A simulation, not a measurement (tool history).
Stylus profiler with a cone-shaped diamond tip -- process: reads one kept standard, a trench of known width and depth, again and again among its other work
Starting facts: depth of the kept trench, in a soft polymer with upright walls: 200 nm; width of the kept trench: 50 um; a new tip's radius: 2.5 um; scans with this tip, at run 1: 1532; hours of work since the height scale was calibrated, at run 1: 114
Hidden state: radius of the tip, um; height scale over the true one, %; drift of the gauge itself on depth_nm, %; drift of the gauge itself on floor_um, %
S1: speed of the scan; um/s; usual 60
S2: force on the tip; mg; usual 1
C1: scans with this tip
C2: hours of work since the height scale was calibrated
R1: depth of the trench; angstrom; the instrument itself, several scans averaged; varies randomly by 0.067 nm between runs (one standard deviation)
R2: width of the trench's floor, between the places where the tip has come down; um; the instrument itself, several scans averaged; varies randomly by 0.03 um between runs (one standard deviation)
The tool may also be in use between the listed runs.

run,hour,S1,S2,C1,C2,R1,R2
1,0,60,1,1532,114,2019,47.8
2,80.8,60,1,2272,169,2017.3,47.85
3,143.2,60,1,2843,212,2018.9,47.81
4,193.7,60,1,3306,246,2016.9,47.7
5,269.9,60,1,4003,298,2017.8,47.81
6,330.7,60,1,4560,339,2018,47.69
7,383.8,60,1,5046,376,2016.9,47.74
8,456.3,60,0.36,5710,425,2007.6,47.55
9,495.9,60,0.36,6073,452,2009,47.56
10,557.1,60,0.36,6633,494,2008.3,47.58
11,619.2,60,0.36,7201,536,2007.8,47.57
12,669.9,60,0.36,7666,571,2007.5,47.57
13,740.2,60,0.36,8310,619,2007.9,47.51
14,815.6,60,1,9000,670,2016.7,47.65
15,902.2,60,1,9793,729,2016,47.66
16,946.5,60,1,10198,759,2015.8,47.68
17,1015.3,60,1,10828,806,2016.7,47.57
18,1082.8,60,1,11447,852,2016.2,47.59
19,1171.4,60,1,12258,912,2014.5,47.54
20,1254,60,1,13014,969,2016.2,47.57
21,1344.9,60,1,13846,1031,2014.5,47.56
# hour 1351.4: height scale calibrated on a step standard
22,1416,19,1,14493,44,2013.2,47.71

For run 23, what comes out?
23,1494.6,79,1,15213,98,?,?

R1: 2014.9 angstrom
R2: 47.47 um
Minus the tool's unlogged condition, the same run would have read R1 2020.1 angstrom, R2 47.81 um.
